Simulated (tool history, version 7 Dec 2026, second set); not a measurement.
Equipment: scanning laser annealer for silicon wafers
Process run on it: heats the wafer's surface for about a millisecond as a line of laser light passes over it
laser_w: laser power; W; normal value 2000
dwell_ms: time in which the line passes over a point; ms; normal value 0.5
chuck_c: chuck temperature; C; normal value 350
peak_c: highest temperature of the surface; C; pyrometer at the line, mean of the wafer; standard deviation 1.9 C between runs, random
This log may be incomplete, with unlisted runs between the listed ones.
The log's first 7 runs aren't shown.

run     day  laser_w  dwell_ms  chuck_c  hours of work since the window was cleaned  hours of work since the power meter was calibrated  hours of work since the optics were aligned  peak_c
  8   3.233     2000       0.5      333                                         334                                                 120                                          480    1145
  9   3.575     2000       0.5      333                                         340                                                 126                                          486    1146
 10   3.921     2000       0.5      374                                         346                                                 132                                          492    1185
 11   4.283     2000     0.563      374                                         353                                                 139                                          498    1236
 12   4.854     2000     0.563      374                                         363                                                 149                                          509    1233
 13   5.421     1806     0.563      374                                         373                                                 160                                          519    1135
 14   5.758     2000       0.5      350                                         379                                                 166                                          525    1160
 15   6.312     2000     0.557      350                                         389                                                 176                                          535    1209
 16   6.775     2000     0.557      350                                         398                                                 184                                          543    1205
 17   7.154     2000     0.557      350                                         404                                                 191                                          550    1203
 18   7.592     2000     0.557      350                                         412                                                 199                                          558    1204
 19   8.008     2000     0.557      350                                         420                                                 206                                          566    1202
 20   8.675     2000     0.557      350                                         432                                                 218                                          578    1205
      8.917  -- optics aligned, line set to its width
 21   9.425     2000     0.557      350                                         442                                                 228                                            9    1203
 22   9.792     1745       0.5      350                                         448                                                 234                                           16    1035
 23  10.458     1872       0.5      368                                         460                                                 246                                           28    1116
 24  10.867     1872       0.5      368                                         467                                                 254                                           35    1113
     11.588  -- optics aligned, line set to its width, once more
 25  11.662     1872       0.5      368                                         478                                                 264                                            1    1117
 26  12.033     1983     0.473      360                                         485                                                 271                                            8    1139
 27  12.454     1983     0.473      360                                         492                                                 279                                           16    1141
 28  12.979     1983     0.434      360                                         502                                                 288                                           25    1112
 29  13.429     1983     0.434      360                                         510                                                 296                                           33    1107
 30  14.033     1983     0.434      360                                         521                                                 307                                           44    1102

Forecast run 31:
 31  14.462     1983     0.434      360                                         528                                                 315                                           52       ?

{"run 31": {"peak_c": 1103}}
On a tool with no hidden condition, and with the same random variation, this run would have come out at peak_c 1121 C.

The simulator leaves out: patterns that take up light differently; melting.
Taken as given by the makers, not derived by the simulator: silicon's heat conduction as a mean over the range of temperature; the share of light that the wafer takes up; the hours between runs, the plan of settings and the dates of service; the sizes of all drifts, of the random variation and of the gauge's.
